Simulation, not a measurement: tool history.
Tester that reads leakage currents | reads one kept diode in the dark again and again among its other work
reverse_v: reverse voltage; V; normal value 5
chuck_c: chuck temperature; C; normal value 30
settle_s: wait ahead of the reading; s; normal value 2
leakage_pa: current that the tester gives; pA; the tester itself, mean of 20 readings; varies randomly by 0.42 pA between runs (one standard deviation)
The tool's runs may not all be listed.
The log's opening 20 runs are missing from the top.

{"run": 21, "day": 92.504, "reverse_v": 9.82, "chuck_c": 28, "settle_s": 1.49, "leakage_pa": 172.75}
{"run": 22, "day": 99.312, "reverse_v": 4.41, "chuck_c": 40, "settle_s": 1.33, "leakage_pa": 277.83}
{"day": 101.825, "done": "probe card cleaned and baked"}
{"run": 23, "day": 104.775, "reverse_v": 4.41, "chuck_c": 40, "settle_s": 1.33, "leakage_pa": 273.46}
{"run": 24, "day": 109.467, "reverse_v": 4.41, "chuck_c": 40, "settle_s": 1.33, "leakage_pa": 275.54}
{"day": 112.35, "done": "chuck's temperature calibrated"}
{"run": 25, "day": 113.071, "reverse_v": 4.41, "chuck_c": 40, "settle_s": 1.33, "leakage_pa": 263.82}
{"run": 26, "day": 116.504, "reverse_v": 4.69, "chuck_c": 30, "settle_s": 2, "leakage_pa": 137.4}
{"run": 27, "day": 119.617, "reverse_v": 5.35, "chuck_c": 35, "settle_s": 2.92, "leakage_pa": 203.19}
{"run": 28, "day": 125.958, "reverse_v": 5.35, "chuck_c": 35, "settle_s": 2.92, "leakage_pa": 206.06}
{"run": 29, "day": 132.517, "reverse_v": 5, "chuck_c": 32, "settle_s": 2, "leakage_pa": 163.61}
{"run": 30, "day": 137.379, "reverse_v": 5, "chuck_c": 47, "settle_s": 9.45, "leakage_pa": 442.19}
{"run": 31, "day": 140.271, "reverse_v": 13.37, "chuck_c": 25, "settle_s": 2, "leakage_pa": 148.22}
{"run": 32, "day": 144.808, "reverse_v": 2.96, "chuck_c": 21, "settle_s": 6.21, "leakage_pa": 61.28}
{"run": 33, "day": 151.546, "reverse_v": 1.62, "chuck_c": 21, "settle_s": 3.43, "leakage_pa": 48.79}
{"run": 34, "day": 157.1, "reverse_v": 5, "chuck_c": 40, "settle_s": 2.74, "leakage_pa": 287.34}
{"run": 35, "day": 161.412, "reverse_v": 8.37, "chuck_c": 30, "settle_s": 2.91, "leakage_pa": 180.02}
{"run": 36, "day": 164.529, "reverse_v": 7.16, "chuck_c": 30, "settle_s": 2.49, "leakage_pa": 169.28}
{"run": 37, "day": 169.283, "reverse_v": 3.65, "chuck_c": 43, "settle_s": 8.4, "leakage_pa": 310.9}
{"run": 38, "day": 175.6, "reverse_v": 11.73, "chuck_c": 34, "settle_s": 2.92, "leakage_pa": 272.55}
{"day": 179.138, "done": "chuck's temperature calibrated"}
{"run": 39, "day": 182.492, "reverse_v": 1.14, "chuck_c": 43, "settle_s": 1.3, "leakage_pa": 188.84}

Each row is a separate what-if for the run after 39, all from the same tool condition, not one after another. Results?
{"run": "A", "day": 188.183, "reverse_v": 2.48, "chuck_c": 35, "settle_s": 7.46, "leakage_pa": "?"}
{"run": "B", "day": 188.183, "reverse_v": 1.14, "chuck_c": 43, "settle_s": 1.57, "leakage_pa": "?"}
{"run": "C", "day": 188.183, "reverse_v": 6.6, "chuck_c": 20, "settle_s": 2, "leakage_pa": "?"}

run=A leakage_pa=151.13
run=B leakage_pa=189.46
run=C leakage_pa=77.39
Without the tool's unlogged condition, the same runs would have read:
run=A leakage_pa=150.43
run=B leakage_pa=189.22
run=C leakage_pa=75.54
